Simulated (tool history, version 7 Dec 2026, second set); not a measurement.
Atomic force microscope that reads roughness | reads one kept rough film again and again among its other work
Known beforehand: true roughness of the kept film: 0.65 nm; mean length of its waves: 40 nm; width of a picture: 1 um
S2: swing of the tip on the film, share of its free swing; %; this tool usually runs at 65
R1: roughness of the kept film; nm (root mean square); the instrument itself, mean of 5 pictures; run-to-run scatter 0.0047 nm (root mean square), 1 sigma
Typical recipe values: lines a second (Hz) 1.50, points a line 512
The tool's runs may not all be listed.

run 1 day=0.000 | lines_a_second_(Hz)=1.50 S2=65 points_a_line=512 | R1=0.594
run 2 day=1.288 | lines_a_second_(Hz)=1.50 S2=65 points_a_line=512 | R1=0.586
run 3 day=3.058 | lines_a_second_(Hz)=1.50 S2=65 points_a_line=512 | R1=0.582
run 4 day=4.150 | lines_a_second_(Hz)=1.50 S2=65 points_a_line=512 | R1=0.592
run 5 day=5.912 | lines_a_second_(Hz)=1.50 S2=65 points_a_line=512 | R1=0.577
run 6 day=6.812 | lines_a_second_(Hz)=1.50 S2=65 points_a_line=512 | R1=0.578
run 7 day=8.333 | lines_a_second_(Hz)=1.50 S2=65 points_a_line=512 | R1=0.565
-- day=8.475 height scale calibrated on a step standard
run 8 day=9.700 | lines_a_second_(Hz)=1.50 S2=65 points_a_line=512 | R1=0.573
-- day=10.500 new tip fitted
run 9 day=11.338 | lines_a_second_(Hz)=1.50 S2=65 points_a_line=512 | R1=0.592
run 10 day=12.250 | lines_a_second_(Hz)=1.50 S2=65 points_a_line=512 | R1=0.593
run 11 day=13.500 | lines_a_second_(Hz)=1.50 S2=65 points_a_line=512 | R1=0.592
run 12 day=14.571 | lines_a_second_(Hz)=1.50 S2=65 points_a_line=512 | R1=0.587
run 13 day=15.358 | lines_a_second_(Hz)=0.74 S2=82 points_a_line=356 | R1=0.581
run 14 day=17.083 | lines_a_second_(Hz)=0.74 S2=74 points_a_line=356 | R1=0.582
run 15 day=18.346 | lines_a_second_(Hz)=0.74 S2=74 points_a_line=273 | R1=0.580
-- day=18.692 height scale calibrated on a step standard, once more
run 16 day=19.646 | lines_a_second_(Hz)=1.50 S2=64 points_a_line=512 | R1=0.595
run 17 day=20.846 | lines_a_second_(Hz)=1.50 S2=64 points_a_line=790 | R1=0.581
run 18 day=22.400 | lines_a_second_(Hz)=1.50 S2=64 points_a_line=790 | R1=0.584

What will run 19 give?
run 19 day=23.742 | lines_a_second_(Hz)=2.64 S2=64 points_a_line=560 | R1=?

R1: 0.560 nm (root mean square)
Minus the tool's unlogged condition, the same run would have read R1 0.588 nm (root mean square).
